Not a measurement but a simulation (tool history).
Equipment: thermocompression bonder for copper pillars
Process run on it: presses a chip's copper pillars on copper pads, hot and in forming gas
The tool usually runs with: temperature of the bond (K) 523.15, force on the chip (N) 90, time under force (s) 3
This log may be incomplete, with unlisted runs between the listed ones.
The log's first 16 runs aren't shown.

| run | hour | temperature of the bond (K) | force on the chip (N) | time under force (s) | force that shears a chip off (N) |
|---|---|---|---|---|---|
| 17 | 114.0 | 523.15 | 90 | 3 | 71.4 |
| 18 | 119.6 | 523.15 | 122 | 3 | 85.7 |
| 19 | 126.8 | 523.15 | 122 | 3 | 85.1 |
| 20 | 133.4 | 541.15 | 122 | 2 | 91.0 |
| 21 | 143.3 | 502.15 | 78 | 3 | 47.7 |
| 22 | 152.5 | 502.15 | 78 | 3 | 46.6 |
| 23 | 159.6 | 523.15 | 86 | 5 | 79.4 |
|  | 161.7 | force cell calibrated |
| 24 | 166.0 | 523.15 | 86 | 4 | 74.5 |
| 25 | 174.6 | 549.15 | 134 | 4 | 110.0 |
| 26 | 180.1 | 515.15 | 134 | 3 | 82.7 |
| 27 | 186.1 | 523.15 | 90 | 2 | 62.1 |
| 28 | 191.2 | 523.15 | 90 | 2 | 62.0 |
| 29 | 201.3 | 517.15 | 79 | 7 | 76.8 |
|  | 206.7 | force cell calibrated, once more |
| 30 | 207.3 | 517.15 | 79 | 2 | 50.3 |
| 31 | 213.9 | 517.15 | 79 | 2 | 50.2 |
|  | 223.6 | forming gas filter changed |
| 32 | 223.6 | 517.15 | 123 | 2 | 78.9 |
| 33 | 229.9 | 542.15 | 90 | 6 | 109.2 |

4 ways to go on from here, each from the tool as it stands after run 33. What would each give?
| A | 240.0 | 498.15 | 98 | 3 | ? |
| B | 240.0 | 499.15 | 75 | 3 | ? |
| C | 240.0 | 544.15 | 67 | 4 | ? |
| D | 240.0 | 528.15 | 67 | 2 | ? |

| run | force that shears a chip off (N) |
|---|---|
| A | 59.4 |
| B | 47.4 |
| C | 87.1 |
| D | 57.3 |
Stripped of hidden state, with their random variation kept, the same runs would have yielded:
| run | force that shears a chip off (N) |
|---|---|
| A | 59.7 |
| B | 47.6 |
| C | 87.4 |
| D | 57.5 |
